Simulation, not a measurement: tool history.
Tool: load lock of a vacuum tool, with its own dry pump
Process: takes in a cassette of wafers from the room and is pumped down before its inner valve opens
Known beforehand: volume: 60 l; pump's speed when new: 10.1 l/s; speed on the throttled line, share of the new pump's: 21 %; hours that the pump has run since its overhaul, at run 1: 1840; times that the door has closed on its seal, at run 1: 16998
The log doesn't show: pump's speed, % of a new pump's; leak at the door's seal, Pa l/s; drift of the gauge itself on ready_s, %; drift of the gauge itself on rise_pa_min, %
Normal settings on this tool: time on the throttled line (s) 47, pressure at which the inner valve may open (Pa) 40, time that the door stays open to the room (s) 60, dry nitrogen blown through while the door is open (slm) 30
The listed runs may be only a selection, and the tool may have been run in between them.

run     hour  time on the throttled line (s)  pressure at which the inner valve may open (Pa)  time that the door stays open to the room (s)  dry nitrogen blown through while the door is open (slm)  hours that the pump has run since its overhaul  times that the door has closed on its seal  incoming humidity of the room's air, %  time from the closed door until the inner valve may open (s)  rise of the pressure with all valves shut (Pa/min)
  1      0.0                              47                                               40                                             60                                                       30                                            1840                                       16998                                    42.9                                                          84.0                                               0.032
  2    426.9                              47                                               40                                             60                                                       30                                            2267                                       17476                                    42.3                                                          83.1                                               0.026
  3    658.6                              47                                               40                                             60                                                       30                                            2499                                       17735                                    45.9                                                          83.8                                               0.025
  4    991.2                              47                                               40                                             60                                                       30                                            2831                                       18107                                    46.4                                                          83.2                                               0.028
  5   1236.4                              47                                               40                                             60                                                       30                                            3076                                       18381                                    43.1                                                          83.4                                               0.032
  6   1605.7                              47                                               40                                             60                                                       30                                            3446                                       18794                                    43.5                                                          84.4                                               0.031
  7   1858.4                              47                                               40                                            120                                                       30                                            3699                                       19076                                    47.8                                                          84.2                                               0.048
  8   2138.2                              47                                               68                                            120                                                       30                                            3978                                       19389                                    43.5                                                          81.3                                               0.043
  9   2518.2                              47                                               40                                             60                                                       30                                            4358                                       19814                                    45.7                                                          84.2                                               0.029
 10   2713.3                              82                                               40                                             60                                                       30                                            4553                                       20032                                    42.5                                                         111.1                                               0.029
 11   3082.5                              47                                               40                                             60                                                       30                                            4923                                       20445                                    47.4                                                          83.6                                               0.030
 12   3361.0                              47                                               40                                             89                                                       30                                            5201                                       20756                                    42.3                                                          83.4                                               0.035
 13   3726.1                              47                                               40                                             89                                                       30                                            5566                                       21164                                    45.6                                                          84.2                                               0.032
 14   3919.1                              47                                               40                                             60                                                       25                                            5759                                       21380                                    42.6                                                          83.3                                               0.028
 15   4263.1                              47                                               40                                             60                                                       25                                            6103                                       21765                                    46.0                                                          85.0                                               0.030
 16   4582.2                              47                                               40                                             60                                                       30                                            6422                                       22122                                    46.4                                                          83.5                                               0.024
 17   4774.2                              47                                               40                                             60                                                       30                                            6614                                       22336                                    45.8                                                          84.4                                               0.028
 18   4971.1                              47                                               40                                             60                                                       30                                            6811                                       22556                                    42.7                                                          82.6                                               0.027
 19   5410.3                              47                                               40                                             60                                                       30                                            7250                                       23048                                    45.9                                                          83.8                                               0.021
 20   5810.4                              47                                               40                                             60                                                       30                                            7650                                       23495                                    48.9                                                          83.1                                               0.028
 21   6113.2                              44                                               77                                             25                                                       10                                            7953                                       23833                                    47.1                                                          78.2                                               0.024
 22   6364.9                              72                                               57                                            149                                                       30                                            8205                                       24115                                    41.6                                                         100.9                                               0.042
 23   6656.6                              61                                               54                                             60                                                       30                                            8497                                       24441                                    46.9                                                          93.7                                               0.031
 24   7087.5                              61                                               54                                             60                                                       30                                            8928                                       24923                                    44.5                                                          92.6                                               0.030
 25   7493.4                              61                                               54                                             60                                                       30                                            9334                                       25377                                    43.3                                                          92.9                                               0.037
 26   7750.1                              61                                               54                                             60                                                       30                                            9590                                       25664                                    43.7                                                          93.4                                               0.028
 27   8088.0                              47                                               50                                             60                                                       30                                            9928                                       26041                                    45.0                                                          83.2                                               0.030
 28   8475.8                              47                                               50                                             60                                                       30                                           10316                                       26475                                    45.9                                                          82.1                                               0.026
 29   8769.5                              47                                               50                                             60                                                       30                                           10610                                       26803                                    44.0                                                          82.8                                               0.033
 30   9179.0                              47                                               50                                             60                                                       30                                           11019                                       27261                                    41.4                                                          82.9                                               0.030
 31   9447.1                              47                                               50                                            172                                                        5                                           11287                                       27561                                    48.3                                                          82.3                                               0.085
 32   9636.4                              69                                               40                                             65                                                       10                                           11476                                       27773                                    45.7                                                         100.0                                               0.046
 33  10005.1                              47                                               40                                             54                                                       30                                           11845                                       28185                                    43.8                                                          82.8                                               0.030
     10306.2  -- dry pump taken out, an overhauled one fitted
 34  10342.4                              47                                               66                                            142                                                       30                                              36                                       28555                                    42.8                                                          80.6                                               0.042
 35  10618.7                              47                                               66                                            142                                                       30                                             313                                       28864                                    44.4                                                          80.4                                               0.042
 36  10968.7                              47                                               66                                            142                                                       30                                             662                                       29255                                    44.5                                                          80.9                                               0.044

Predict each of these 5 candidate next runs independently; none follows another, all start after run 36:
  A  11323.3                              30                                               51                                             60                                                       30                                            1017                                       29652                                    43.7                                                             ?                                                   ?
  B  11323.3                              47                                               65                                             60                                                       31                                            1017                                       29652                                    44.2                                                             ?                                                   ?
  C  11323.3                              39                                               66                                            142                                                       30                                            1017                                       29652                                    42.8                                                             ?                                                   ?
  D  11323.3                              47                                               59                                             60                                                       30                                            1017                                       29652                                    46.0                                                             ?                                                   ?
  E  11323.3                              47                                               66                                            153                                                       30                                            1017                                       29652                                    42.8                                                             ?                                                   ?

run  time from the closed door until the inner valve may open (s)  rise of the pressure with all valves shut (Pa/min)
  A                                                          68.4                                               0.027
  B                                                          81.2                                               0.029
  C                                                          75.0                                               0.043
  D                                                          81.5                                               0.030
  E                                                          81.4                                               0.044
Without the tool's unlogged condition, the same runs would have read:
run  time from the closed door until the inner valve may open (s)  rise of the pressure with all valves shut (Pa/min)
  A                                                          68.3                                               0.027
  B                                                          81.2                                               0.029
  C                                                          75.0                                               0.042
  D                                                          81.5                                               0.029
  E                                                          81.4                                               0.043
